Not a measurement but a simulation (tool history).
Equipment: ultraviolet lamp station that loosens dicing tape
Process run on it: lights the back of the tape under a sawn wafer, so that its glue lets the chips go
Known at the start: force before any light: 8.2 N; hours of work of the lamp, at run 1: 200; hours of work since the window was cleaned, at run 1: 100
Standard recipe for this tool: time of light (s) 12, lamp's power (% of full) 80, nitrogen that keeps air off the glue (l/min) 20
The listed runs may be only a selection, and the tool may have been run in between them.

run,hour,time of light (s),lamp's power (% of full),nitrogen that keeps air off the glue (l/min),hours of work of the lamp,hours of work since the window was cleaned,force that peels the tape off (N),light that reached the tape (J/m2)
1,0.0,12,80,20,200,100,0.593,3520
2,37.7,12,80,20,230,130,0.597,3550
3,79.5,12,80,20,263,163,0.608,3500
4,112.3,12,80,11,289,189,1.026,3440
5,131.6,12,80,20,305,205,0.647,3370
6,158.2,12,80,20,326,226,0.649,3380
# hour 185.0: window cleaned of glue's vapour
7,187.1,15,80,20,349,2,0.343,4520
8,218.4,12,80,9,374,27,1.057,3580
9,245.5,12,80,9,395,48,1.104,3510
10,276.3,12,80,9,420,73,1.101,3500
11,301.4,12,80,20,440,93,0.623,3490
12,332.5,12,80,20,465,118,0.609,3450
13,366.9,12,80,14,493,146,0.841,3400
14,387.3,12,80,14,509,162,0.855,3340
15,411.8,12,80,14,528,181,0.897,3340
16,450.5,12,80,14,559,212,0.914,3250
# hour 493.5: window cleaned of glue's vapour
17,494.4,12,80,20,594,1,0.620,3470
18,518.7,13,93,11,614,20,0.629,4320
19,561.5,12,84,18,648,54,0.616,3570
20,583.8,7,63,19,666,72,2.418,1550
21,603.1,7,70,20,681,88,2.103,1690
22,621.4,7,70,20,696,102,2.127,1680
23,644.0,7,77,13,714,120,2.365,1860
24,663.4,18,90,31,729,136,0.190,5590
25,687.6,9,92,13,749,155,1.261,2770
26,713.9,18,92,13,770,176,0.307,5540
27,751.5,13,64,20,800,206,0.977,2660
28,787.9,15,73,10,829,236,0.963,3580
# hour 802.2: window cleaned of glue's vapour
29,822.7,21,97,14,856,16,0.202,7040
30,847.5,7,81,20,876,36,1.767,1950
31,881.5,7,81,20,903,63,1.762,1890
32,907.5,20,81,6,924,84,0.636,5440
33,940.2,7,91,34,950,110,1.113,2120
34,977.6,15,79,8,980,140,1.045,3910

Below are 4 alternative next runs, each starting from the tool's condition after run 34. Predict each:
A,1010.9,12,80,11,1007,167,?,?
B,1010.9,12,80,13,1007,167,?,?
C,1010.9,13,100,8,1007,167,?,?
D,1010.9,13,68,20,1007,167,?,?

run,force that peels the tape off (N),light that reached the tape (J/m2)
A,1.244,3150
B,1.044,3140
C,0.861,4230
D,0.917,2820
Without the tool's unlogged condition, the same runs would have read:
run,force that peels the tape off (N),light that reached the tape (J/m2)
A,0.854,3840
B,0.703,3830
C,0.571,5150
D,0.608,3440
